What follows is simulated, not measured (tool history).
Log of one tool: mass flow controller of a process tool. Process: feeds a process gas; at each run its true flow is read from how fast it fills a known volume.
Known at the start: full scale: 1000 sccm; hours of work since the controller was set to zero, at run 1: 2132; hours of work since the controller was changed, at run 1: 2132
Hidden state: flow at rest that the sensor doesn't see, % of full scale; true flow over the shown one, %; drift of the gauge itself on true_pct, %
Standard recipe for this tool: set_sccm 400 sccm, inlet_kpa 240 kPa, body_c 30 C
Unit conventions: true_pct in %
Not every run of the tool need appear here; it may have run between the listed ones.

| run | hour | set_sccm | inlet_kpa | body_c | hours of work since the controller was set to zero | hours of work since the controller was changed | true_pct |
|---|---|---|---|---|---|---|---|
| 1 | 0 | 400 | 240 | 30 | 2132 | 2132 | 100.34 |
| 2 | 136.9 | 400 | 240 | 30 | 2202 | 2202 | 100.4 |
| 3 | 228.1 | 400 | 240 | 30 | 2248 | 2248 | 100.3 |
| 4 | 332.1 | 400 | 240 | 32 | 2301 | 2301 | 100.39 |
| 5 | 486.2 | 115 | 240 | 32 | 2379 | 2379 | 103.31 |
| 6 | 596.2 | 170 | 240 | 30 | 2435 | 2435 | 101.88 |
| 7 | 718.9 | 400 | 240 | 31 | 2498 | 2498 | 100.46 |
| 8 | 864.8 | 400 | 240 | 31 | 2572 | 2572 | 100.37 |
| 9 | 1004 | 400 | 240 | 20 | 2643 | 2643 | 99.87 |
| 10 | 1098.8 | 400 | 240 | 20 | 2691 | 2691 | 99.89 |
| 11 | 1180.8 | 700 | 240 | 30 | 2733 | 2733 | 99.96 |
| 12 | 1298 | 700 | 240 | 30 | 2793 | 2793 | 100.17 |
| 13 | 1411.8 | 817 | 240 | 30 | 2851 | 2851 | 99.93 |
| 14 | 1515.5 | 400 | 240 | 26 | 2903 | 2903 | 100.3 |
| 15 | 1583.6 | 400 | 240 | 26 | 2938 | 2938 | 100.35 |
| 16 | 1697.6 | 400 | 240 | 26 | 2996 | 2996 | 100.37 |
| 17 | 1830 | 400 | 142 | 30 | 3064 | 3064 | 101.23 |
| 18 | 1921.9 | 400 | 142 | 30 | 3110 | 3110 | 101.22 |
| 19 | 2020.6 | 400 | 142 | 30 | 3161 | 3161 | 101.2 |
| 20 | 2098 | 400 | 240 | 30 | 3200 | 3200 | 100.52 |
| 21 | 2167.6 | 400 | 240 | 30 | 3236 | 3236 | 100.61 |
| 22 | 2246.9 | 400 | 240 | 30 | 3276 | 3276 | 100.48 |
| 23 | 2377.9 | 400 | 240 | 30 | 3343 | 3343 | 100.66 |
| 24 | 2507.7 | 400 | 240 | 30 | 3409 | 3409 | 100.65 |
| 25 | 2639.9 | 400 | 203 | 30 | 3476 | 3476 | 100.95 |
| 26 | 2778.4 | 127 | 197 | 30 | 3546 | 3546 | 104.6 |
| 27 | 2906.9 | 271 | 240 | 37 | 3612 | 3612 | 101.75 |
| 28 | 3049 | 100 | 217 | 37 | 3684 | 3684 | 106.48 |
| 29 | 3134 | 226 | 240 | 24 | 3728 | 3728 | 101.82 |
| 30 | 3280.1 | 145 | 143 | 21 | 3802 | 3802 | 104.13 |
| 31 | 3436 | 334 | 213 | 23 | 3881 | 3881 | 100.87 |
| 32 | 3546.1 | 261 | 191 | 30 | 3937 | 3937 | 102.09 |
| 33 | 3691.4 | 976 | 240 | 35 | 4011 | 4011 | 100.18 |
| 34 | 3793.7 | 308 | 240 | 27 | 4063 | 4063 | 101.17 |
| 35 | 3928.9 | 811 | 240 | 27 | 4132 | 4132 | 99.96 |
| 36 | 3996.9 | 880 | 150 | 38 | 4167 | 4167 | 101.05 |
| 37 | 4096.6 | 880 | 150 | 38 | 4218 | 4218 | 100.98 |
| 38 | 4181.5 | 880 | 150 | 38 | 4261 | 4261 | 100.94 |
| 39 | 4322.3 | 880 | 150 | 27 | 4333 | 4333 | 100.59 |
| 40 | 4459.4 | 154 | 218 | 29 | 4402 | 4402 | 104.28 |
| 41 | 4607.1 | 835 | 207 | 34 | 4478 | 4478 | 100.44 |
| 42 | 4742.1 | 400 | 226 | 30 | 4546 | 4546 | 101.04 |
| 43 | 4869.8 | 400 | 226 | 30 | 4611 | 4611 | 100.97 |
| 44 | 4953.6 | 400 | 226 | 30 | 4654 | 4654 | 101.05 |
| 45 | 5081.7 | 356 | 176 | 22 | 4719 | 4719 | 101.25 |
| 46 | 5148.6 | 116 | 238 | 29 | 4753 | 4753 | 106.39 |
| 47 | 5273.7 | 400 | 219 | 30 | 4817 | 4817 | 101.24 |
| 48 | 5399.5 | 400 | 219 | 30 | 4881 | 4881 | 101.09 |

Some steps in true_pct, run to run, broken into two amounts with sign: the step expected even without the hidden condition (settings, incoming material, random variation), and the rest, left for the hidden condition together with whatever gauge scatter is not in both the measured and the hidden-condition-free result:
Run 27 -> 28: set_sccm 271 -> 100, inlet_kpa 240 -> 217. true_pct +4.73 %: hidden state +4.71, all else +0.02.
Run 45 -> 46: set_sccm 356 -> 116, inlet_kpa 176 -> 238, body_c 22 -> 29. true_pct +5.14 %: hidden state +5.46, all else -0.32.
Run 46 -> 47: set_sccm 116 -> 400, inlet_kpa 238 -> 219, body_c 29 -> 30. true_pct -5.15 %: hidden state -5.72, all else +0.57.
